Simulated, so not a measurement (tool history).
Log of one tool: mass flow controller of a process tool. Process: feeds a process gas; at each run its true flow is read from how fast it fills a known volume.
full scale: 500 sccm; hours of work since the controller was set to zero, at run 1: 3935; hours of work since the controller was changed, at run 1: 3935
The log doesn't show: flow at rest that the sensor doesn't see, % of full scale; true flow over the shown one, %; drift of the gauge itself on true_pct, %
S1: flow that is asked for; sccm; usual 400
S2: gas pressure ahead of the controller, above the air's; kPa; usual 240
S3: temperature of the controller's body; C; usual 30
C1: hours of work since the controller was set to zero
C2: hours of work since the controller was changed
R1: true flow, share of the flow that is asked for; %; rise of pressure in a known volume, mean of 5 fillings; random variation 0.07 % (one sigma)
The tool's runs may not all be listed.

| run | hour | S1 | S2 | S3 | C1 | C2 | R1 |
|---|---|---|---|---|---|---|---|
| 1 | 0 | 400 | 240 | 30 | 3935 | 3935 | 98.38 |
| 2 | 281.5 | 400 | 240 | 24 | 4062 | 4062 | 98.96 |
| 3 | 579.3 | 400 | 240 | 24 | 4197 | 4197 | 98.86 |
| 4 | 759.8 | 400 | 240 | 30 | 4278 | 4278 | 98.19 |
| 5 | 1100.6 | 400 | 240 | 30 | 4432 | 4432 | 98.03 |
| 6 | 1349.8 | 400 | 240 | 30 | 4545 | 4545 | 98.16 |
| 7 | 1685.5 | 400 | 240 | 30 | 4697 | 4697 | 98.23 |
| 8 | 1944.3 | 400 | 142 | 30 | 4814 | 4814 | 97.93 |
| 9 | 2166.9 | 400 | 142 | 30 | 4914 | 4914 | 98 |
| 10 | 2446.4 | 400 | 240 | 30 | 5041 | 5041 | 98.12 |
| 11 | 2735 | 279 | 240 | 30 | 5171 | 5171 | 97.9 |
| 12 | 2891.6 | 400 | 155 | 30 | 5242 | 5242 | 97.96 |
| 13 | 3109.5 | 400 | 155 | 30 | 5340 | 5340 | 97.91 |
| 14 | 3377.8 | 400 | 271 | 27 | 5462 | 5462 | 98.2 |
| 15 | 3524 | 400 | 271 | 27 | 5528 | 5528 | 98.42 |
| 16 | 3713.5 | 88 | 276 | 38 | 5613 | 5613 | 99.98 |
| 17 | 4042.3 | 80 | 240 | 37 | 5762 | 5762 | 100.68 |
| 18 | 4363.9 | 386 | 240 | 30 | 5907 | 5907 | 97.87 |
| 19 | 4636.5 | 158 | 224 | 25 | 6031 | 6031 | 99.12 |
| 20 | 4876.3 | 158 | 224 | 25 | 6139 | 6139 | 99.11 |
| 21 | 5040.3 | 158 | 224 | 25 | 6213 | 6213 | 99.05 |
| 22 | 5382.1 | 162 | 240 | 30 | 6368 | 6368 | 98.58 |
| 23 | 5573.7 | 52 | 240 | 30 | 6454 | 6454 | 105.77 |

Measured less the same run without the tool's hidden state. The same run-to-run variation is in both; the gauge's scatter may not be:
| run | R1 |
|---|---|
| 1 | -0.67 |
| 2 | -0.69 |
| 3 | -0.71 |
| 4 | -0.72 |
| 5 | -0.75 |
| 6 | -0.75 |
| 7 | -0.78 |
| 8 | -0.79 |
| 9 | -0.81 |
| 10 | -0.83 |
| 11 | -0.33 |
| 12 | -0.86 |
| 13 | -0.89 |
| 14 | -0.91 |
| 15 | -0.92 |
| 16 | +3.73 |
| 17 | +4.44 |
| 18 | -0.92 |
| 19 | +1.17 |
| 20 | +1.18 |
| 21 | +1.19 |
| 22 | +1.13 |
| 23 | +8.94 |

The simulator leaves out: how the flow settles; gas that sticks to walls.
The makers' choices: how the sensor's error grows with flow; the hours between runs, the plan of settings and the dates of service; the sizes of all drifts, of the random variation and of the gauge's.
